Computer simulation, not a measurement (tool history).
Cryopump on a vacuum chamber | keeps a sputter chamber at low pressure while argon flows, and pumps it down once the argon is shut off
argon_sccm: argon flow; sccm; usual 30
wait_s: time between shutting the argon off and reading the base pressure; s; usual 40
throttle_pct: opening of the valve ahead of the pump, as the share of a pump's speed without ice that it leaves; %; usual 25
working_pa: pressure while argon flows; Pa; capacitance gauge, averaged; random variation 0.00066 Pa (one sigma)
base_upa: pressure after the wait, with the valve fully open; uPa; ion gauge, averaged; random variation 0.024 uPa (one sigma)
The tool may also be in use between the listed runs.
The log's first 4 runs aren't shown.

run   hour  argon_sccm  wait_s  throttle_pct  hours of work since the pump was warmed up and emptied  hours of work since the cold head was overhauled  hours of work since the chamber's fittings were tightened  working_pa  base_upa
  5  171.1          30      40            25                                                     621                                               621                                                       1307      0.1153      1.59
  6  237.7          30      40            25                                                     650                                               650                                                       1335      0.1148      1.55
  7  286.3          30     191            25                                                     670                                               670                                                       1356      0.1152      0.66
  8    341          30     191            25                                                     693                                               693                                                       1379       0.117      0.64
     370.1  -- pump warmed up, emptied and cooled again
  9    397          30     191            25                                                      11                                               715                                                       1401      0.1067      0.57
 10  464.1          30     191            25                                                      40                                               744                                                       1429      0.1068      0.59
 11  492.3          30     191            25                                                      52                                               756                                                       1441      0.1058      0.54
 12  558.6          30     191            25                                                      80                                               784                                                       1469      0.1074      0.56
 13    595          30     191            25                                                      95                                               799                                                       1485      0.1075      0.59
 14  649.3          30     191            25                                                     118                                               822                                                       1508      0.1072      0.55
 15  700.2          30      40            52                                                     140                                               844                                                       1529      0.0519      1.49
 16  737.9          30      40            52                                                     156                                               860                                                       1545      0.0525      1.54
 17  796.6          30      20            52                                                     181                                               885                                                       1570      0.0534      2.66
 18  856.5          13     262            48                                                     206                                               910                                                       1596       0.025       0.5

The next listed run, before its measurement:
 19  903.1          55      79            44                                                     226                                               930                                                       1616           ?         ?

Run 19 gave working_pa 0.1168 Pa, base_upa 0.96 uPa.
Without the tool's hidden state the same run would have given working_pa 0.1109 Pa, base_upa 0.76 uPa.
